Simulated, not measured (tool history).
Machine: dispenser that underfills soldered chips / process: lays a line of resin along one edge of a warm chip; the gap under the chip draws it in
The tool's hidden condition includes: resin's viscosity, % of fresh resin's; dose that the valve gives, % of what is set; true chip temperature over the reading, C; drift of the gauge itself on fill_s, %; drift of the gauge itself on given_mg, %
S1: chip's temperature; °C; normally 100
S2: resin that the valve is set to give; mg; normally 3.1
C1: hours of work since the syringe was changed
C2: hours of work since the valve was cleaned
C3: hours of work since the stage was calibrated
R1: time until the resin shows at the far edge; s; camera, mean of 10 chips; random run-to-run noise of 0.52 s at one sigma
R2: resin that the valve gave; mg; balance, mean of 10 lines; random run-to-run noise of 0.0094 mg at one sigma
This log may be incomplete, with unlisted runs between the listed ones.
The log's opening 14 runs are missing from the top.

| run | hour | S1 | S2 | C1 | C2 | C3 | R1 | R2 |
|---|---|---|---|---|---|---|---|---|
| 15 | 83.7 | 100 | 3.45 | 9 | 77 | 253 | 79.2 | 3.263 |
|  | 87.8 | new syringe of resin |
| 16 | 87.8 | 100 | 3.45 | 0 | 80 | 256 | 42.6 | 3.246 |
| 17 | 93.9 | 100 | 3.1 | 5 | 85 | 260 | 60.8 | 2.923 |
| 18 | 102.2 | 100 | 3.1 | 11 | 91 | 267 | 97.9 | 2.916 |
|  | 103.7 | new syringe of resin |
|  | 105.4 | dispensing valve cleaned and set on the balance |
| 19 | 107.4 | 109 | 3.23 | 2 | 1 | 269 | 35.7 | 3.226 |
| 20 | 113.4 | 87 | 3.32 | 6 | 6 | 274 | 108.2 | 3.292 |
|  | 120.4 | new syringe of resin |
| 21 | 121 | 99 | 3.24 | 0 | 11 | 279 | 44.9 | 3.233 |
| 22 | 128.2 | 106 | 2.81 | 6 | 16 | 284 | 55.5 | 2.777 |
| 23 | 134.8 | 103 | 3.03 | 11 | 21 | 289 | 85.9 | 2.973 |
|  | 136.1 | new syringe of resin |
| 24 | 138.9 | 103 | 3.03 | 2 | 24 | 292 | 44.9 | 2.981 |
| 25 | 146.2 | 109 | 2.73 | 7 | 29 | 297 | 55.6 | 2.663 |
|  | 151.7 | new syringe of resin |
| 26 | 153.4 | 98 | 2.73 | 1 | 34 | 302 | 52.3 | 2.651 |
| 27 | 160.4 | 98 | 2.73 | 6 | 40 | 308 | 75.9 | 2.654 |
|  | 167.6 | new syringe of resin |
| 28 | 167.6 | 110 | 3.96 | 0 | 45 | 313 | 28.3 | 3.814 |
| 29 | 173.6 | 110 | 3.96 | 4 | 49 | 317 | 39.2 | 3.811 |
| 30 | 177.4 | 109 | 2.84 | 7 | 52 | 320 | 53.3 | 2.747 |
|  | 183.2 | new syringe of resin |
| 31 | 184.1 | 114 | 2.7 | 1 | 56 | 324 | 28.6 | 2.557 |
| 32 | 191.4 | 87 | 2.87 | 6 | 62 | 330 | 109.5 | 2.727 |
| 33 | 197.5 | 90 | 3.1 | 10 | 66 | 334 | 136.8 | 2.939 |
|  | 198.9 | new syringe of resin |
| 34 | 205.5 | 107 | 3.53 | 5 | 72 | 340 | 46.4 | 3.343 |
| 35 | 210.8 | 114 | 3.08 | 9 | 76 | 344 | 51.8 | 2.894 |
|  | 214.5 | new syringe of resin |
| 36 | 216.3 | 100 | 3.23 | 1 | 80 | 348 | 45.1 | 3.058 |

Branching from run 36: 4 alternative next runs. What would each branch give?
| A | 223 | 102 | 3.89 | 6 | 85 | 353 | ? | ? |
| B | 223 | 87 | 3.23 | 6 | 85 | 353 | ? | ? |
| C | 223 | 100 | 3.45 | 6 | 85 | 353 | ? | ? |
| D | 223 | 106 | 2.65 | 6 | 85 | 353 | ? | ? |

| run | R1 | R2 |
|---|---|---|
| A | 60.7 | 3.626 |
| B | 105 | 3.021 |
| C | 65.8 | 3.216 |
| D | 55.4 | 2.48 |
Had the tool no hidden state, the same runs would have come out as:
| run | R1 | R2 |
|---|---|---|
| A | 39.7 | 3.876 |
| B | 68 | 3.229 |
| C | 42.6 | 3.438 |
| D | 35.1 | 2.65 |
